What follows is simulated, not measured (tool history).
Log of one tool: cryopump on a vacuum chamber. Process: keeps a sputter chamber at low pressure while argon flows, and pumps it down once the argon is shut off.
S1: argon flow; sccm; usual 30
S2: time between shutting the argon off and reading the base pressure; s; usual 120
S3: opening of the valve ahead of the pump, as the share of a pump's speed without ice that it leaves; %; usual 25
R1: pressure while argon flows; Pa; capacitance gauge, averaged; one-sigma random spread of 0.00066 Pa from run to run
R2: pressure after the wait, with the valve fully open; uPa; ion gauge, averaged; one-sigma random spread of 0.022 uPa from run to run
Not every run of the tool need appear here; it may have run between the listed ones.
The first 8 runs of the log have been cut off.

run   hour  S1   S2  S3      R1    R2
  9   94.3  30  120  25  0.1155  1.08
 10  103.0  30   48  25  0.1159  1.70
 11  116.1  30   27  25  0.1164  2.53
 12  129.7  30   27  25  0.1150  2.52
 13  140.3  30  120  25  0.1154  1.12
 14  151.8  30  156  25  0.1164  0.99
 15  168.4  30  156  25  0.1164  0.99
 16  180.4  30  156  25  0.1165  1.01
 17  195.6  30  156  25  0.1170  1.04
 18  215.1  30  156  25  0.1157  0.99
 19  229.7  40   48  25  0.1568  1.70
 20  243.5  40   48  25  0.1553  1.78
 21  254.7  40   48  25  0.1546  1.77
 22  264.5  40   48  25  0.1558  1.73
 23  276.8  16   27  30  0.0521  2.59
 24  289.3  16  188  32  0.0496  1.03
 25  297.3  16  122  32  0.0493  1.13
 26  306.3  16  122  32  0.0510  1.14
 27  323.7  12  187  49  0.0260  1.00
 28  336.5  47   70  49  0.1033  1.47

The next listed run, before its measurement:
 29  345.0  47  70  49   ?   ?

R1: 0.1031 Pa
R2: 1.47 uPa
With no hidden state in the tool, this same run would have given R1 0.0862 Pa, R2 0.85 uPa.

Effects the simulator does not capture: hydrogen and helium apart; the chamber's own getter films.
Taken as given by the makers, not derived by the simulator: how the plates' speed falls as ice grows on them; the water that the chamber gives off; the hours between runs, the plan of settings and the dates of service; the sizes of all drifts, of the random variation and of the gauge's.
